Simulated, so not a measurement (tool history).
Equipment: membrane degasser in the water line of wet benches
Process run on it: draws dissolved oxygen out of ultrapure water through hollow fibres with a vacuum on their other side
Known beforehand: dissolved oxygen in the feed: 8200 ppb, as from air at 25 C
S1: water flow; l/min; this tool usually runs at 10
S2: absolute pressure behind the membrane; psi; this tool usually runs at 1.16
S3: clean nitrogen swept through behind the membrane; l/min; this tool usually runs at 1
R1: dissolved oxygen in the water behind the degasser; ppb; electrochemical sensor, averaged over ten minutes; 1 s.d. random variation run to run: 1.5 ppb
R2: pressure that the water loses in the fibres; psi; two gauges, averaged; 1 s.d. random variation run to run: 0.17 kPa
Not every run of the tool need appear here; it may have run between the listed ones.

run 1 day=0 | S1=10 S2=1.16 S3=1 | R1=169.9 R2=4.15
run 2 day=4.475 | S1=10 S2=1.16 S3=1 | R1=170.3 R2=4.134
run 3 day=6.492 | S1=10 S2=1.16 S3=0.74 | R1=205.9 R2=4.154
run 4 day=9.708 | S1=10 S2=1.16 S3=0.74 | R1=210.1 R2=4.208
run 5 day=12.279 | S1=10 S2=1.16 S3=1 | R1=172.2 R2=4.19
run 6 day=16.738 | S1=10 S2=1.16 S3=1 | R1=171.7 R2=4.147
run 7 day=20.542 | S1=10 S2=1.16 S3=1 | R1=174.1 R2=4.138
run 8 day=23.85 | S1=10 S2=1.16 S3=1 | R1=168.6 R2=4.194
run 9 day=28.267 | S1=10 S2=1.16 S3=1.28 | R1=143.6 R2=4.113
run 10 day=33.062 | S1=10 S2=1.16 S3=1.28 | R1=147.2 R2=4.183
run 11 day=36.938 | S1=10 S2=1.16 S3=1 | R1=171.1 R2=4.164
run 12 day=39.45 | S1=10 S2=1.105 S3=1 | R1=162.8 R2=4.171
run 13 day=43.625 | S1=10 S2=1.105 S3=1 | R1=164.6 R2=4.163
run 14 day=46.275 | S1=10 S2=1.105 S3=1 | R1=165 R2=4.155
run 15 day=50.833 | S1=10 S2=1.105 S3=1 | R1=167.6 R2=4.221
run 16 day=54.033 | S1=10 S2=1.105 S3=1 | R1=166.6 R2=4.155
run 17 day=56.979 | S1=10 S2=1.105 S3=1 | R1=169.6 R2=4.213

Forecast run 18:
run 18 day=60.858 | S1=7 S2=1.03 S3=1 | R1=? R2=?

{"run 18": {"R1": 101.1, "R2": 2.943}}
With the hidden condition absent and the run-to-run variation left alone, this run would have shown R1 82.6 ppb, R2 2.846 psi.
